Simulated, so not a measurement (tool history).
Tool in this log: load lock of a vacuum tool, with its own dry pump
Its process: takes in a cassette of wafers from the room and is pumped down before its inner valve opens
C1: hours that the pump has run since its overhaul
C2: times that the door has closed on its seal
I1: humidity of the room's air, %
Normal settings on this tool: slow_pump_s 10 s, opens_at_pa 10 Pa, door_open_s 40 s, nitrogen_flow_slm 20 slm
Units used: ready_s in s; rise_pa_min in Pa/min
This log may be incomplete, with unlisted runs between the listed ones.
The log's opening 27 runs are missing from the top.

{"run": 28, "hour": 6457.8, "slow_pump_s": 10, "opens_at_pa": 10, "door_open_s": 40, "nitrogen_flow_slm": 20, "C1": 7975, "C2": 454, "I1": 45.4, "ready_s": 29.9, "rise_pa_min": 0.051}
{"run": 29, "hour": 6633.2, "slow_pump_s": 5, "opens_at_pa": 10, "door_open_s": 215, "nitrogen_flow_slm": 20, "C1": 8151, "C2": 832, "I1": 49.3, "ready_s": 26.0, "rise_pa_min": 0.157}
{"run": 30, "hour": 6913.2, "slow_pump_s": 5, "opens_at_pa": 10, "door_open_s": 215, "nitrogen_flow_slm": 20, "C1": 8430, "C2": 1436, "I1": 42.3, "ready_s": 26.9, "rise_pa_min": 0.152}
{"run": 31, "hour": 7216.5, "slow_pump_s": 7, "opens_at_pa": 10, "door_open_s": 44, "nitrogen_flow_slm": 20, "C1": 8734, "C2": 2090, "I1": 49.2, "ready_s": 28.1, "rise_pa_min": 0.08}
{"run": 32, "hour": 7401.1, "slow_pump_s": 7, "opens_at_pa": 14, "door_open_s": 44, "nitrogen_flow_slm": 20, "C1": 8918, "C2": 2488, "I1": 44.8, "ready_s": 27.3, "rise_pa_min": 0.076}
{"run": 33, "hour": 7756.8, "slow_pump_s": 11, "opens_at_pa": 15, "door_open_s": 44, "nitrogen_flow_slm": 20, "C1": 9274, "C2": 3255, "I1": 43.5, "ready_s": 30.0, "rise_pa_min": 0.091}
{"run": 34, "hour": 8094.9, "slow_pump_s": 7, "opens_at_pa": 10, "door_open_s": 40, "nitrogen_flow_slm": 26, "C1": 9612, "C2": 3984, "I1": 46.4, "ready_s": 28.5, "rise_pa_min": 0.096}
{"run": 35, "hour": 8418.1, "slow_pump_s": 7, "opens_at_pa": 10, "door_open_s": 40, "nitrogen_flow_slm": 26, "C1": 9935, "C2": 4681, "I1": 44.4, "ready_s": 29.3, "rise_pa_min": 0.11}
{"run": 36, "hour": 8761.6, "slow_pump_s": 10, "opens_at_pa": 18, "door_open_s": 86, "nitrogen_flow_slm": 20, "C1": 10279, "C2": 5421, "I1": 44.8, "ready_s": 28.7, "rise_pa_min": 0.152}
{"run": 37, "hour": 8949.8, "slow_pump_s": 10, "opens_at_pa": 18, "door_open_s": 86, "nitrogen_flow_slm": 20, "C1": 10467, "C2": 5827, "I1": 43.8, "ready_s": 29.4, "rise_pa_min": 0.155}

Forecast each of these 4 alternatives for the next run:
{"run": "A", "hour": 9198.2, "slow_pump_s": 10, "opens_at_pa": 16, "door_open_s": 64, "nitrogen_flow_slm": 20, "C1": 10715, "C2": 6363, "I1": 47.3, "ready_s": "?", "rise_pa_min": "?"}
{"run": "B", "hour": 9198.2, "slow_pump_s": 12, "opens_at_pa": 18, "door_open_s": 86, "nitrogen_flow_slm": 20, "C1": 10715, "C2": 6363, "I1": 44.0, "ready_s": "?", "rise_pa_min": "?"}
{"run": "C", "hour": 9198.2, "slow_pump_s": 10, "opens_at_pa": 10, "door_open_s": 27, "nitrogen_flow_slm": 20, "C1": 10715, "C2": 6363, "I1": 46.0, "ready_s": "?", "rise_pa_min": "?"}
{"run": "D", "hour": 9198.2, "slow_pump_s": 11, "opens_at_pa": 18, "door_open_s": 27, "nitrogen_flow_slm": 29, "C1": 10715, "C2": 6363, "I1": 45.2, "ready_s": "?", "rise_pa_min": "?"}

run=A ready_s=29.6 rise_pa_min=0.161
run=B ready_s=30.8 rise_pa_min=0.174
run=C ready_s=31.5 rise_pa_min=0.130
run=D ready_s=30.1 rise_pa_min=0.134
Without the tool's hidden state the same runs would have given:
run=A ready_s=26.2 rise_pa_min=0.061
run=B ready_s=27.6 rise_pa_min=0.072
run=C ready_s=27.9 rise_pa_min=0.030
run=D ready_s=26.9 rise_pa_min=0.031
